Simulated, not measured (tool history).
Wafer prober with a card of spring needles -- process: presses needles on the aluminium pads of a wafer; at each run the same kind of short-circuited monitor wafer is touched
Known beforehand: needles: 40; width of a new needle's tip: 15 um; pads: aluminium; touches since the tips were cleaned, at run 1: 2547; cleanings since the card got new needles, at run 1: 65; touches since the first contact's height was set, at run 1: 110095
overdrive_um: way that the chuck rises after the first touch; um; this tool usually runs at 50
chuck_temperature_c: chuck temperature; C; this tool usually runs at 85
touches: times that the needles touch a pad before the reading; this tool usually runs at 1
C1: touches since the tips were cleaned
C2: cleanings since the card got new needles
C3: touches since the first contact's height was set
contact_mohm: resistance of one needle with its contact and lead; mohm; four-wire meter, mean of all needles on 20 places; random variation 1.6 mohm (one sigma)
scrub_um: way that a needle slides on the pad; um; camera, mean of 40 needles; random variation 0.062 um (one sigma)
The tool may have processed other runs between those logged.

run 1 hour=0 | overdrive_um=50 chuck_temperature_c=85 touches=1 | C1=2547 C2=65 C3=110095 | contact_mohm=186 scrub_um=5.65
-- hour=4.1 tips cleaned on abrasive film
-- hour=14.6 tips cleaned on abrasive film
-- hour=23.7 tips cleaned on abrasive film
run 2 hour=23.7 | overdrive_um=50 chuck_temperature_c=85 touches=1 | C1=0 C2=68 C3=119875 | contact_mohm=162 scrub_um=5.82
-- hour=33.2 tips cleaned on abrasive film
run 3 hour=38.3 | overdrive_um=50 chuck_temperature_c=85 touches=1 | C1=2143 C2=69 C3=125948 | contact_mohm=184 scrub_um=5.76
-- hour=42.6 tips cleaned on abrasive film
-- hour=52.6 tips cleaned on abrasive film
run 4 hour=60.2 | overdrive_um=50 chuck_temperature_c=85 touches=1 | C1=3190 C2=71 C3=135019 | contact_mohm=191 scrub_um=5.63
-- hour=62 tips cleaned on abrasive film
-- hour=71.1 tips cleaned on abrasive film
-- hour=80.5 tips cleaned on abrasive film
-- hour=90 tips cleaned on abrasive film
run 5 hour=91 | overdrive_um=50 chuck_temperature_c=85 touches=1 | C1=399 C2=75 C3=147700 | contact_mohm=170 scrub_um=5.57
-- hour=99.2 tips cleaned on abrasive film
-- hour=108.3 tips cleaned on abrasive film
run 6 hour=116.3 | overdrive_um=50 chuck_temperature_c=85 touches=1 | C1=3327 C2=77 C3=158183 | contact_mohm=196 scrub_um=5.54
-- hour=118.3 tips cleaned on abrasive film
-- hour=120.7 height of the first contact set anew
-- hour=128.8 tips cleaned on abrasive film
run 7 hour=134.1 | overdrive_um=50 chuck_temperature_c=85 touches=3 | C1=2218 C2=79 C3=5554 | contact_mohm=169 scrub_um=6.06
-- hour=138 tips cleaned on abrasive film
-- hour=147.9 tips cleaned on abrasive film
run 8 hour=148.4 | overdrive_um=50 chuck_temperature_c=85 touches=3 | C1=202 C2=81 C3=11433 | contact_mohm=162 scrub_um=5.95
-- hour=156.4 tips cleaned on abrasive film
-- hour=166.5 tips cleaned on abrasive film
run 9 hour=171.2 | overdrive_um=50 chuck_temperature_c=85 touches=3 | C1=1955 C2=83 C3=20898 | contact_mohm=169 scrub_um=6.01
-- hour=175.2 tips cleaned on abrasive film
-- hour=185.5 tips cleaned on abrasive film
-- hour=196 tips cleaned on abrasive film
run 10 hour=200.2 | overdrive_um=50 chuck_temperature_c=85 touches=3 | C1=1768 C2=86 C3=32889 | contact_mohm=171 scrub_um=5.96
-- hour=204.4 tips cleaned on abrasive film
-- hour=213.5 tips cleaned on abrasive film
-- hour=223.3 tips cleaned on abrasive film
run 11 hour=224.4 | overdrive_um=50 chuck_temperature_c=85 touches=3 | C1=463 C2=89 C3=42880 | contact_mohm=164 scrub_um=5.86
-- hour=232.8 tips cleaned on abrasive film
-- hour=242.7 tips cleaned on abrasive film
run 12 hour=244.1 | overdrive_um=50 chuck_temperature_c=85 touches=3 | C1=578 C2=91 C3=51020 | contact_mohm=167 scrub_um=5.94
-- hour=253 tips cleaned on abrasive film
-- hour=262.6 tips cleaned on abrasive film
-- hour=271.6 tips cleaned on abrasive film
run 13 hour=271.7 | overdrive_um=35 chuck_temperature_c=85 touches=1 | C1=68 C2=94 C3=62452 | contact_mohm=176 scrub_um=4.08

Run 14, settings as shown, results not yet in. Your forecast:
-- hour=280.1 tips cleaned on abrasive film
-- hour=290.5 tips cleaned on abrasive film
-- hour=300.9 tips cleaned on abrasive film
run 14 hour=303.3 | overdrive_um=51 chuck_temperature_c=64 touches=1 | C1=971 C2=97 C3=75502 | contact_mohm=? scrub_um=?

{"run 14": {"contact_mohm": 174, "scrub_um": 5.91}}
Without the tool's hidden state the same run would have given contact_mohm 156 mohm, scrub_um 6.11 um.

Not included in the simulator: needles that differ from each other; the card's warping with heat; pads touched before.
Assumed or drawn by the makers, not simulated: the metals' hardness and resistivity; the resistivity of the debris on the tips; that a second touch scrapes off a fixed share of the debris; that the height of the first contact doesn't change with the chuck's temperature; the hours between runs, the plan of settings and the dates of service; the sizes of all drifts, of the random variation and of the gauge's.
